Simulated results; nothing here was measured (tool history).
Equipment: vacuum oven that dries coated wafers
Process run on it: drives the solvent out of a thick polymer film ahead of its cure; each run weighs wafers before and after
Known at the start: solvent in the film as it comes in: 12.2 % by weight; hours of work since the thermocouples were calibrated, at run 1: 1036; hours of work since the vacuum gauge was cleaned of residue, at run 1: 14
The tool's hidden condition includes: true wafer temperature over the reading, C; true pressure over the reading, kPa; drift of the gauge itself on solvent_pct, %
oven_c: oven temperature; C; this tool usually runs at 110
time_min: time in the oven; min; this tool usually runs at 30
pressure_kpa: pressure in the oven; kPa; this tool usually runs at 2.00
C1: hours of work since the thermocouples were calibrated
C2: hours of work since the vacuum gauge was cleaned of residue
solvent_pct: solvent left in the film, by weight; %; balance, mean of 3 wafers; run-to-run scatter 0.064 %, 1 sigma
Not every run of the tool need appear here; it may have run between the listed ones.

{"run": 1, "hour": 0.0, "oven_c": 110, "time_min": 30, "pressure_kpa": 2.0, "C1": 1036, "C2": 14, "solvent_pct": 3.85}
{"run": 2, "hour": 15.8, "oven_c": 110, "time_min": 30, "pressure_kpa": 2.0, "C1": 1048, "C2": 25, "solvent_pct": 3.77}
{"run": 3, "hour": 27.4, "oven_c": 110, "time_min": 30, "pressure_kpa": 2.0, "C1": 1056, "C2": 33, "solvent_pct": 3.92}
{"run": 4, "hour": 42.6, "oven_c": 110, "time_min": 30, "pressure_kpa": 2.0, "C1": 1067, "C2": 44, "solvent_pct": 3.85}
{"run": 5, "hour": 51.2, "oven_c": 110, "time_min": 36, "pressure_kpa": 2.0, "C1": 1073, "C2": 50, "solvent_pct": 3.69}
{"run": 6, "hour": 64.2, "oven_c": 110, "time_min": 36, "pressure_kpa": 2.0, "C1": 1082, "C2": 60, "solvent_pct": 3.71}
{"run": 7, "hour": 79.8, "oven_c": 110, "time_min": 30, "pressure_kpa": 4.59, "C1": 1093, "C2": 71, "solvent_pct": 8.03}
{"run": 8, "hour": 94.8, "oven_c": 110, "time_min": 30, "pressure_kpa": 4.59, "C1": 1104, "C2": 81, "solvent_pct": 8.15}
{"run": 9, "hour": 107.6, "oven_c": 110, "time_min": 30, "pressure_kpa": 4.59, "C1": 1113, "C2": 91, "solvent_pct": 8.19}
{"run": 10, "hour": 121.0, "oven_c": 110, "time_min": 30, "pressure_kpa": 6.68, "C1": 1123, "C2": 100, "solvent_pct": 11.84}
{"run": 11, "hour": 141.4, "oven_c": 110, "time_min": 30, "pressure_kpa": 6.68, "C1": 1137, "C2": 115, "solvent_pct": 11.78}
{"run": 12, "hour": 160.1, "oven_c": 110, "time_min": 30, "pressure_kpa": 6.68, "C1": 1151, "C2": 128, "solvent_pct": 11.6}
{"run": 13, "hour": 171.2, "oven_c": 110, "time_min": 30, "pressure_kpa": 6.68, "C1": 1159, "C2": 136, "solvent_pct": 11.43}
{"run": 14, "hour": 181.2, "oven_c": 110, "time_min": 30, "pressure_kpa": 3.49, "C1": 1166, "C2": 143, "solvent_pct": 6.34}
{"run": 15, "hour": 194.9, "oven_c": 110, "time_min": 30, "pressure_kpa": 2.0, "C1": 1176, "C2": 153, "solvent_pct": 3.88}
{"run": 16, "hour": 210.1, "oven_c": 110, "time_min": 30, "pressure_kpa": 6.11, "C1": 1186, "C2": 164, "solvent_pct": 10.57}
{"run": 17, "hour": 228.8, "oven_c": 110, "time_min": 30, "pressure_kpa": 7.92, "C1": 1200, "C2": 177, "solvent_pct": 12.17}
{"run": 18, "hour": 237.9, "oven_c": 110, "time_min": 30, "pressure_kpa": 7.92, "C1": 1206, "C2": 184, "solvent_pct": 12.26}
{"run": 19, "hour": 250.8, "oven_c": 110, "time_min": 51, "pressure_kpa": 2.0, "C1": 1215, "C2": 193, "solvent_pct": 3.61}
{"run": 20, "hour": 260.9, "oven_c": 110, "time_min": 51, "pressure_kpa": 2.0, "C1": 1223, "C2": 200, "solvent_pct": 3.59}
{"run": 21, "hour": 273.5, "oven_c": 110, "time_min": 17, "pressure_kpa": 2.0, "C1": 1232, "C2": 209, "solvent_pct": 4.77}
{"run": 22, "hour": 283.0, "oven_c": 113, "time_min": 17, "pressure_kpa": 2.0, "C1": 1238, "C2": 216, "solvent_pct": 4.2}
{"run": 23, "hour": 298.1, "oven_c": 113, "time_min": 18, "pressure_kpa": 2.0, "C1": 1249, "C2": 226, "solvent_pct": 4.22}
{"run": 24, "hour": 306.7, "oven_c": 111, "time_min": 22, "pressure_kpa": 5.08, "C1": 1255, "C2": 233, "solvent_pct": 8.86}
{"run": 25, "hour": 320.2, "oven_c": 111, "time_min": 22, "pressure_kpa": 5.08, "C1": 1265, "C2": 242, "solvent_pct": 8.86}
{"run": 26, "hour": 340.3, "oven_c": 100, "time_min": 22, "pressure_kpa": 5.08, "C1": 1279, "C2": 257, "solvent_pct": 12.26}
{"run": 27, "hour": 358.8, "oven_c": 124, "time_min": 24, "pressure_kpa": 6.58, "C1": 1292, "C2": 270, "solvent_pct": 7.22}
{"run": 28, "hour": 379.5, "oven_c": 124, "time_min": 24, "pressure_kpa": 6.58, "C1": 1307, "C2": 285, "solvent_pct": 7.36}
{"run": 29, "hour": 398.5, "oven_c": 118, "time_min": 25, "pressure_kpa": 7.22, "C1": 1321, "C2": 298, "solvent_pct": 9.53}
{"run": 30, "hour": 412.3, "oven_c": 118, "time_min": 25, "pressure_kpa": 7.22, "C1": 1331, "C2": 308, "solvent_pct": 9.68}
{"run": 31, "hour": 423.4, "oven_c": 118, "time_min": 25, "pressure_kpa": 7.22, "C1": 1339, "C2": 316, "solvent_pct": 9.69}
{"run": 32, "hour": 440.4, "oven_c": 97, "time_min": 26, "pressure_kpa": 7.22, "C1": 1351, "C2": 328, "solvent_pct": 12.09}
{"run": 33, "hour": 459.7, "oven_c": 125, "time_min": 26, "pressure_kpa": 7.22, "C1": 1364, "C2": 342, "solvent_pct": 7.86}
{"run": 34, "hour": 472.8, "oven_c": 102, "time_min": 35, "pressure_kpa": 4.12, "C1": 1374, "C2": 351, "solvent_pct": 9.78}
{"run": 35, "hour": 482.9, "oven_c": 104, "time_min": 21, "pressure_kpa": 1.23, "C1": 1381, "C2": 358, "solvent_pct": 4.15}
{"run": 36, "hour": 497.0, "oven_c": 111, "time_min": 28, "pressure_kpa": 2.8, "C1": 1391, "C2": 368, "solvent_pct": 4.98}
{"run": 37, "hour": 517.7, "oven_c": 111, "time_min": 23, "pressure_kpa": 3.23, "C1": 1406, "C2": 383, "solvent_pct": 5.82}
{"run": 38, "hour": 535.4, "oven_c": 111, "time_min": 47, "pressure_kpa": 3.94, "C1": 1418, "C2": 396, "solvent_pct": 6.72}
{"run": 39, "hour": 549.6, "oven_c": 102, "time_min": 32, "pressure_kpa": 2.0, "C1": 1429, "C2": 406, "solvent_pct": 5.15}
{"run": 40, "hour": 564.1, "oven_c": 114, "time_min": 26, "pressure_kpa": 4.83, "C1": 1439, "C2": 416, "solvent_pct": 7.57}
{"run": 41, "hour": 585.5, "oven_c": 100, "time_min": 34, "pressure_kpa": 3.63, "C1": 1454, "C2": 432, "solvent_pct": 9.24}
{"run": 42, "hour": 595.8, "oven_c": 118, "time_min": 34, "pressure_kpa": 5.45, "C1": 1462, "C2": 439, "solvent_pct": 7.18}
{"run": 43, "hour": 609.1, "oven_c": 101, "time_min": 30, "pressure_kpa": 1.74, "C1": 1471, "C2": 448, "solvent_pct": 4.83}
{"run": 44, "hour": 618.6, "oven_c": 101, "time_min": 30, "pressure_kpa": 3.16, "C1": 1478, "C2": 455, "solvent_pct": 7.98}
{"run": 45, "hour": 636.0, "oven_c": 108, "time_min": 17, "pressure_kpa": 2.79, "C1": 1490, "C2": 468, "solvent_pct": 6.4}
{"run": 46, "hour": 654.3, "oven_c": 110, "time_min": 33, "pressure_kpa": 1.49, "C1": 1503, "C2": 481, "solvent_pct": 2.89}

Here are 4 independent what-if runs from the current tool condition. What would each one return?
{"run": "A", "hour": 664.2, "oven_c": 114, "time_min": 31, "pressure_kpa": 2.0, "C1": 1510, "C2": 488, "solvent_pct": "?"}
{"run": "B", "hour": 664.2, "oven_c": 110, "time_min": 30, "pressure_kpa": 1.32, "C1": 1510, "C2": 488, "solvent_pct": "?"}
{"run": "C", "hour": 664.2, "oven_c": 124, "time_min": 15, "pressure_kpa": 6.89, "C1": 1510, "C2": 488, "solvent_pct": "?"}
{"run": "D", "hour": 664.2, "oven_c": 122, "time_min": 33, "pressure_kpa": 1.07, "C1": 1510, "C2": 488, "solvent_pct": "?"}

run=A solvent_pct=3.32
run=B solvent_pct=2.84
run=C solvent_pct=7.82
run=D solvent_pct=1.37
The same runs, with their run-to-run variation unchanged, on a tool lacking any hidden condition would have given:
run=A solvent_pct=3.39
run=B solvent_pct=2.88
run=C solvent_pct=8.14
run=D solvent_pct=1.34
